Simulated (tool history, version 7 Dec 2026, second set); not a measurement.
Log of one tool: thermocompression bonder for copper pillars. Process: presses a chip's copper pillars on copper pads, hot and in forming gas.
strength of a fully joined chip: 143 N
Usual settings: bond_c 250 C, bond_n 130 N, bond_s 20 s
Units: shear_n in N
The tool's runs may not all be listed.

Run 1, hour 0: usual settings. Result: shear_n 105.2 N.
Run 2, hour 13.5: usual settings but bond_c 267 C. Result: shear_n 117.1 N.
Run 3, hour 31.3: usual settings but bond_s 28 s. Result: shear_n 112.1 N.
Run 4, hour 47.9: usual settings but bond_c 238 C. Result: shear_n 95 N.
Run 5, hour 63.4: usual settings but bond_c 238 C. Result: shear_n 95.6 N.
Run 6, hour 79.5: usual settings but bond_c 238 C. Result: shear_n 95.5 N.
Run 7, hour 99.6: usual settings but bond_c 238 C. Result: shear_n 95.4 N.
Run 8, hour 118.8: usual settings but bond_c 238 C. Result: shear_n 95.4 N.
Run 9, hour 137.7: usual settings but bond_c 238 C. Result: shear_n 95.5 N.
Run 10, hour 157: usual settings but bond_c 238 C. Result: shear_n 95.6 N.
Run 11, hour 170.5: usual settings. Result: shear_n 104.3 N.
Run 12, hour 186.2: usual settings but bond_c 229 C. Result: shear_n 87.1 N.
Run 13, hour 203.9: usual settings but bond_c 229 C. Result: shear_n 87.3 N.
Run 14, hour 221: usual settings. Result: shear_n 104.5 N.
Run 15, hour 236.7: usual settings. Result: shear_n 104.1 N.
At hour 255.7: forming gas filter changed.
Run 16, hour 257.5: usual settings. Result: shear_n 113.8 N.
Run 17, hour 277.8: usual settings. Result: shear_n 113.7 N.
At hour 281.7: heater calibrated with a thermocouple chip.
Run 18, hour 290.4: usual settings. Result: shear_n 115.8 N.
Run 19, hour 311.6: usual settings. Result: shear_n 115.5 N.
At hour 321.1: heater calibrated with a thermocouple chip, once more.
Run 20, hour 333.5: usual settings but bond_c 224 C, bond_n 135 N, bond_s 21 s. Result: shear_n 83 N.
Run 21, hour 344.9: usual settings but bond_c 254 C, bond_n 94 N, bond_s 54 s. Result: shear_n 114 N.
Run 22, hour 354: usual settings but bond_c 254 C, bond_n 94 N, bond_s 54 s. Result: shear_n 114.2 N.
Run 23, hour 363.1: usual settings but bond_c 254 C, bond_n 94 N, bond_s 54 s. Result: shear_n 114.2 N.
Run 24, hour 378.4: usual settings but bond_c 249 C, bond_n 102 N, bond_s 19 s. Result: shear_n 88.6 N.
Run 25, hour 391.4: usual settings but bond_c 249 C, bond_n 102 N, bond_s 19 s. Result: shear_n 88.3 N.
Run 26, hour 403.7: usual settings but bond_c 221 C, bond_n 95 N. Result: shear_n 60.3 N.
Run 27, hour 423.1: usual settings but bond_c 236 C. Result: shear_n 91.5 N.
Run 28, hour 435.2: usual settings but bond_s 45 s. Result: shear_n 121.4 N.
Run 29, hour 446.6: usual settings but bond_c 233 C, bond_s 12 s. Result: shear_n 75.4 N.
Run 30, hour 459.4: usual settings but bond_c 280 C, bond_n 110 N, bond_s 11 s. Result: shear_n 105.5 N.
Run 31, hour 476.8: usual settings but bond_c 224 C, bond_s 17 s. Result: shear_n 75.9 N.
Run 32, hour 497.1: usual settings but bond_c 248 C, bond_s 21 s. Result: shear_n 103.9 N.
Run 33, hour 510.2: usual settings but bond_c 233 C, bond_n 184 N. Result: shear_n 108.1 N.
Run 34, hour 524.5: usual settings but bond_c 233 C, bond_n 129 N, bond_s 27 s. Result: shear_n 96 N.
Run 35, hour 536.3: usual settings but bond_c 233 C, bond_n 129 N, bond_s 27 s. Result: shear_n 95.5 N.
Run 36, hour 552.8: usual settings but bond_c 233 C, bond_n 129 N, bond_s 27 s. Result: shear_n 95.4 N.
Run 37, hour 567.5: usual settings but bond_c 266 C, bond_n 186 N, bond_s 13 s. Result: shear_n 122.1 N.
Run 38, hour 586.2: usual settings but bond_c 266 C, bond_n 186 N, bond_s 13 s. Result: shear_n 122.8 N.

Some steps in shear_n between neighbouring runs. How much of each would the tool show without its hidden state too (settings, what came in, random variation), and how much is left for the hidden state, with any gauge scatter that isn't in both results?
The hidden state here: true temperature of the bond over the reading, C; force that reaches the chip, % of what is set; oxide that the forming gas leaves, % of the face; drift of the gauge itself on shear_n, %.
Run 13 -> 14: bond_c 229 -> 250. shear_n +17.2 N: hidden state -2.9, all else +20.1.
Run 15 -> 16: forming gas filter changed. shear_n +9.7 N: hidden state +9.2, all else +0.5.
Run 19 -> 20: bond_c 250 -> 224, bond_n 130 -> 135, bond_s 20 -> 21, heater calibrated with a thermocouple chip, once more. shear_n -32.5 N: hidden state -11.1, all else -21.4.
Run 26 -> 27: bond_c 221 -> 236, bond_n 95 -> 130. shear_n +31.2 N: hidden state -0.5, all else +31.7.
Run 28 -> 29: bond_c 250 -> 233, bond_s 45 -> 12. shear_n -46 N: hidden state +1.4, all else -47.4.
